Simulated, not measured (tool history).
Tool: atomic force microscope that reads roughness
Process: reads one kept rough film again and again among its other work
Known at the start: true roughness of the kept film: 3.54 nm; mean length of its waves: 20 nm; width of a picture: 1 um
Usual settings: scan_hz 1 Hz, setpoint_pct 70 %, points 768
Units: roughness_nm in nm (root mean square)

{"run": 1, "hour": 0.0, "scan_hz": 1, "setpoint_pct": 70, "points": 768, "roughness_nm": 1.802}
{"run": 2, "hour": 13.4, "scan_hz": 1, "setpoint_pct": 56, "points": 768, "roughness_nm": 1.752}
{"run": 3, "hour": 25.2, "scan_hz": 1, "setpoint_pct": 56, "points": 768, "roughness_nm": 1.692}
{"hour": 30.3, "done": "new tip fitted"}
{"run": 4, "hour": 39.5, "scan_hz": 1, "setpoint_pct": 56, "points": 768, "roughness_nm": 2.425}
{"run": 5, "hour": 50.9, "scan_hz": 1, "setpoint_pct": 56, "points": 581, "roughness_nm": 2.3}
{"run": 6, "hour": 59.6, "scan_hz": 1, "setpoint_pct": 56, "points": 581, "roughness_nm": 2.241}
{"run": 7, "hour": 75.8, "scan_hz": 1, "setpoint_pct": 56, "points": 581, "roughness_nm": 2.098}
{"run": 8, "hour": 86.8, "scan_hz": 1, "setpoint_pct": 56, "points": 581, "roughness_nm": 2.015}
{"run": 9, "hour": 100.5, "scan_hz": 1, "setpoint_pct": 56, "points": 532, "roughness_nm": 1.937}
{"run": 10, "hour": 115.4, "scan_hz": 1, "setpoint_pct": 56, "points": 532, "roughness_nm": 1.838}
{"run": 11, "hour": 127.4, "scan_hz": 1, "setpoint_pct": 56, "points": 532, "roughness_nm": 1.769}
{"run": 12, "hour": 140.6, "scan_hz": 1, "setpoint_pct": 56, "points": 532, "roughness_nm": 1.691}
{"hour": 149.4, "done": "new tip fitted"}
{"run": 13, "hour": 156.4, "scan_hz": 1, "setpoint_pct": 56, "points": 480, "roughness_nm": 2.446}
{"run": 14, "hour": 165.0, "scan_hz": 1, "setpoint_pct": 70, "points": 768, "roughness_nm": 2.335}
{"run": 15, "hour": 173.7, "scan_hz": 1, "setpoint_pct": 73, "points": 742, "roughness_nm": 2.232}
{"run": 16, "hour": 189.5, "scan_hz": 1.18, "setpoint_pct": 80, "points": 322, "roughness_nm": 2.023}
{"run": 17, "hour": 202.4, "scan_hz": 1.18, "setpoint_pct": 80, "points": 322, "roughness_nm": 1.919}

Run 18 comes next. What will it give?
{"run": 18, "hour": 219.4, "scan_hz": 1.14, "setpoint_pct": 63, "points": 412, "roughness_nm": "?"}

Run 18 gave roughness_nm 1.885 nm (root mean square).
Without the tool's hidden state the same run would have given roughness_nm 2.521 nm (root mean square).
